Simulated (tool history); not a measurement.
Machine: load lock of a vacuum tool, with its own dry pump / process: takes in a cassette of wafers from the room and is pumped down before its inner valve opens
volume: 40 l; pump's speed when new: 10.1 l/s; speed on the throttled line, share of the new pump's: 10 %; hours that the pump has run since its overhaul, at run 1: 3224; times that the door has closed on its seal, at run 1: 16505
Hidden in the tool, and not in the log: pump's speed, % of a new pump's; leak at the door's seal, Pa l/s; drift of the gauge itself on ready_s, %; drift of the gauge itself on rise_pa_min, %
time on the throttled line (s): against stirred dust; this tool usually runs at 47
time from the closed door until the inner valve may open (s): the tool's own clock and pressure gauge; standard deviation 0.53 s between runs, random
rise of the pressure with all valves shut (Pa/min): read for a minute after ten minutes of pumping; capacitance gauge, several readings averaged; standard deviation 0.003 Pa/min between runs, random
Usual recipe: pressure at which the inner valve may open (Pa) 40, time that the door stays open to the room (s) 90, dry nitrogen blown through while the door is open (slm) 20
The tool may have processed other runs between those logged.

run,hour,time on the throttled line (s),pressure at which the inner valve may open (Pa),time that the door stays open to the room (s),dry nitrogen blown through while the door is open (slm),hours that the pump has run since its overhaul,times that the door has closed on its seal,"incoming humidity of the room's air, %",time from the closed door until the inner valve may open (s),rise of the pressure with all valves shut (Pa/min)
1,0.0,47,40,90,20,3224,16505,47.9,74.5,0.119
2,57.2,47,40,90,20,3282,16735,47.2,75.1,0.118
3,145.6,47,40,90,20,3370,17092,43.6,74.6,0.121
4,229.0,47,40,90,20,3453,17427,45.9,75.3,0.130
5,272.8,47,40,90,20,3497,17604,47.9,74.4,0.129
6,318.5,78,40,90,20,3543,17788,48.1,103.0,0.133
7,408.4,78,40,90,20,3633,18150,49.4,103.5,0.143
8,462.5,56,40,117,10,3687,18368,44.8,83.3,0.145
9,515.3,44,72,141,5,3740,18581,48.8,69.4,0.164
10,564.0,68,47,129,5,3788,18777,44.8,91.4,0.159
11,657.3,54,40,90,20,3882,19153,46.9,80.6,0.145
12,721.5,83,40,128,20,3946,19412,45.7,107.2,0.152
13,799.6,65,46,102,22,4024,19726,46.9,89.7,0.156
14,853.2,27,40,69,24,4078,19943,45.3,56.9,0.152

4 options for the next run, each taken on its own from the tool as it stands now. Forecast them:
A,956.0,27,28,69,24,4180,20357,44.4,?,?
B,956.0,92,36,90,22,4180,20357,47.6,?,?
C,956.0,29,40,69,24,4180,20357,43.0,?,?
D,956.0,27,40,69,15,4180,20357,43.2,?,?

run,time from the closed door until the inner valve may open (s),rise of the pressure with all valves shut (Pa/min)
A,58.8,0.152
B,114.9,0.162
C,59.0,0.150
D,55.4,0.157
Had the tool no hidden state, the same runs would have come out as:
run,time from the closed door until the inner valve may open (s),rise of the pressure with all valves shut (Pa/min)
A,57.1,0.022
B,113.6,0.032
C,57.4,0.020
D,53.8,0.029
